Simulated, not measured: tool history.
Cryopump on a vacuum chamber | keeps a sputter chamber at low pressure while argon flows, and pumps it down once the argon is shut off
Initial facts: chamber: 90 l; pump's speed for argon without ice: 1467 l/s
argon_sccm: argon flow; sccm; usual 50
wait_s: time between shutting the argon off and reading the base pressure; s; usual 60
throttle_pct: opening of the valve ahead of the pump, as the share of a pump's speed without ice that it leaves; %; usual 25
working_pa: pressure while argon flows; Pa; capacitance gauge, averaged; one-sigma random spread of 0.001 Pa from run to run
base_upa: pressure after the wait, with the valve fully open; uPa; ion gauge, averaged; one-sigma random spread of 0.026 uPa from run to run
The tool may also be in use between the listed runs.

run,hour,argon_sccm,wait_s,throttle_pct,working_pa,base_upa
1,0.0,50,60,25,0.2398,1.39
2,80.8,50,60,25,0.2382,1.42
3,190.2,50,60,25,0.2392,1.41
4,274.8,50,60,25,0.2426,1.43
5,381.3,50,60,25,0.2418,1.45
6,439.2,50,60,25,0.2420,1.46
7,502.6,50,60,25,0.2457,1.54
8,567.6,50,60,25,0.2433,1.48
# hour 648.9: pump warmed up, emptied and cooled again
9,691.1,50,54,25,0.2323,1.49
10,756.1,50,131,26,0.2235,0.92
11,860.8,50,131,26,0.2241,0.92
12,942.0,50,131,26,0.2212,0.94
13,1045.8,50,47,26,0.2241,1.69
# hour 1101.4: leaking fittings of the chamber tightened, without venting
14,1114.9,27,159,25,0.1267,0.61
15,1181.8,35,30,25,0.1649,2.05
16,1311.2,35,30,25,0.1654,2.11
17,1409.8,50,94,25,0.2365,0.88
18,1520.2,50,94,25,0.2351,0.91

Below are 5 alternative next runs, each starting from the tool's condition after run 18. Predict each:
A,1604.1,35,94,45,?,?
B,1604.1,50,25,53,?,?
C,1604.1,35,22,26,?,?
D,1604.1,55,94,25,?,?
E,1604.1,22,60,24,?,?

run,working_pa,base_upa
A,0.0948,0.86
B,0.1153,2.46
C,0.1606,2.73
D,0.2601,0.86
E,0.1088,1.23
Stripped of hidden state, with their random variation kept, the same runs would have yielded:
run,working_pa,base_upa
A,0.0898,0.75
B,0.1082,2.36
C,0.1556,2.62
D,0.2522,0.75
E,0.1056,1.13
